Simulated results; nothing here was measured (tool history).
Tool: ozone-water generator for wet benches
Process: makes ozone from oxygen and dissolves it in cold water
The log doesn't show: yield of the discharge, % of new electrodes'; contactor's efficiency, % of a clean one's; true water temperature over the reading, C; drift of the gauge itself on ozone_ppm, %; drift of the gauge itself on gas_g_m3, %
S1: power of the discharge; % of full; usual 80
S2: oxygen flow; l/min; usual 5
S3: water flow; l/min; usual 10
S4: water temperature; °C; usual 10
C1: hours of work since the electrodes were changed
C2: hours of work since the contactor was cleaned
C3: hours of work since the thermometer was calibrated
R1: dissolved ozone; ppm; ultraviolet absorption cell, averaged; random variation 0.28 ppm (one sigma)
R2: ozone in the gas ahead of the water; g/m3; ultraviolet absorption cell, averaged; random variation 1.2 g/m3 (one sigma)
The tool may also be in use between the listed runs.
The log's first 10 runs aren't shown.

run,hour,S1,S2,S3,S4,C1,C2,C3,R1,R2
11,1202.4,80,5,10,10,2869,796,2378,43,226.6
12,1325.6,80,5,10,10,2960,887,2469,42.6,222
13,1404.5,80,5,10,10,3018,946,2528,43,221
14,1509.5,80,5,7,10,3096,1023,2605,52.9,222.5
# hour 1555.5: gauge calibrated
15,1640.6,80,3.08,7,10,3193,1121,2702,52.6,274.2
16,1721.4,80,3.5,10,10,3253,1180,2762,40.9,259.4
17,1807.1,80,3.62,10,5,3316,1244,2826,44.5,259.1
18,1918.1,80,3.62,10,5,3398,1326,2908,44.6,253.4
19,2026,80,3.3,10,10,3478,1406,2988,41.1,262.9
20,2138.3,80,3.3,10,10,3561,1489,3071,40.7,261.4
21,2249.5,82,6.42,8,7,3644,1571,3153,53.3,208.7
22,2351.4,80,3.04,7,10,3719,1647,3229,52.2,273.2
23,2495,80,4.42,10,10,3826,1753,3335,42.6,235.1
24,2659.4,80,3.92,10,10,3947,1875,3457,41.1,244
25,2774.3,80,5.49,9,9,4032,1960,3542,46.7,211.5
26,2846.7,82,5.49,9,11,4086,2013,3595,46.3,218.6
27,2955.5,82,5.49,9,11,4167,2094,3676,45.7,217.5
28,3055.1,73,2.68,14,8,4240,2168,3750,27.6,262.4
29,3139.5,61,5,10,10,4303,2230,3812,35.4,181.3
30,3262.1,100,5,10,10,4393,2321,3903,49.9,256.1
# hour 3329.1: gauge calibrated
# hour 3368.5: contactor cleaned
31,3392,100,5,10,10,4487,17,3996,50,267.3
32,3545.9,100,5,10,10,4601,131,4110,50,265.8

Forecast each of these 4 alternatives for the next run:
A,3652.8,100,5,8,14,4680,210,4189,?,?
B,3652.8,80,7.65,10,16,4680,210,4189,?,?
C,3652.8,100,5,15,9,4680,210,4189,?,?
D,3652.8,51,4.54,10,10,4680,210,4189,?,?

run,R1,R2
A,53.4,265.3
B,38,191.1
C,36.8,262.8
D,31.1,171.9
Without the tool's hidden state the same runs would have given:
run,R1,R2
A,53.6,268
B,38.2,192.9
C,37,265.5
D,31.2,173.4

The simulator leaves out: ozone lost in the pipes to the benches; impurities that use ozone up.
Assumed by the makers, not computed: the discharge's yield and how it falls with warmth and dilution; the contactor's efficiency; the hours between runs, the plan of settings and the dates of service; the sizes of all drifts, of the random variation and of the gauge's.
